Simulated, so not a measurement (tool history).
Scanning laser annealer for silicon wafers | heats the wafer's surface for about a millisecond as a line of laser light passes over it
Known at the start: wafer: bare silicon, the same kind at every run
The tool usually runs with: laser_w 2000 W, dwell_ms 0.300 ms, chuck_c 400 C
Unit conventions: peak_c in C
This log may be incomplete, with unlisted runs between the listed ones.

Run 1, hour 0.0: usual settings. Result: peak_c 1128 C.
Run 2, hour 4.5: usual settings. Result: peak_c 1134 C.
Run 3, hour 12.2: usual settings. Result: peak_c 1130 C.
Run 4, hour 20.9: usual settings. Result: peak_c 1126 C.
Run 5, hour 31.7: usual settings but chuck_c 387 C. Result: peak_c 1116 C.
Run 6, hour 42.8: usual settings. Result: peak_c 1129 C.
Run 7, hour 48.9: usual settings. Result: peak_c 1128 C.
At hour 59.9: window over the wafer cleaned.
Run 8, hour 61.3: usual settings. Result: peak_c 1183 C.
Run 9, hour 67.2: usual settings but dwell_ms 0.241 ms, chuck_c 414 C. Result: peak_c 1104 C.
Run 10, hour 75.3: usual settings but dwell_ms 0.241 ms, chuck_c 414 C. Result: peak_c 1103 C.
Run 11, hour 83.9: usual settings but dwell_ms 0.241 ms, chuck_c 414 C. Result: peak_c 1105 C.
Run 12, hour 90.3: usual settings but laser_w 1861 W, dwell_ms 0.262 ms, chuck_c 398 C. Result: peak_c 1053 C.
Run 13, hour 101.2: usual settings but laser_w 1861 W, dwell_ms 0.373 ms, chuck_c 434 C. Result: peak_c 1243 C.
Run 14, hour 106.8: usual settings but laser_w 1870 W. Result: peak_c 1115 C.
Run 15, hour 112.4: usual settings but laser_w 1870 W. Result: peak_c 1116 C.

3 options for the next run, each taken on its own from the tool as it stands now. Forecast them:
Run A, hour 122.5: usual settings but laser_w 1870 W, dwell_ms 0.230 ms, chuck_c 362 C. Result: peak_c ?.
Run B, hour 122.5: usual settings but dwell_ms 0.237 ms. Result: peak_c ?.
Run C, hour 122.5: usual settings but laser_w 2144 W, dwell_ms 0.231 ms, chuck_c 431 C. Result: peak_c ?.

run  peak_c
  A     971
  B    1084
  C    1165
Stripped of hidden state, with their random variation kept, the same runs would have yielded:
run  peak_c
  A     991
  B    1107
  C    1190

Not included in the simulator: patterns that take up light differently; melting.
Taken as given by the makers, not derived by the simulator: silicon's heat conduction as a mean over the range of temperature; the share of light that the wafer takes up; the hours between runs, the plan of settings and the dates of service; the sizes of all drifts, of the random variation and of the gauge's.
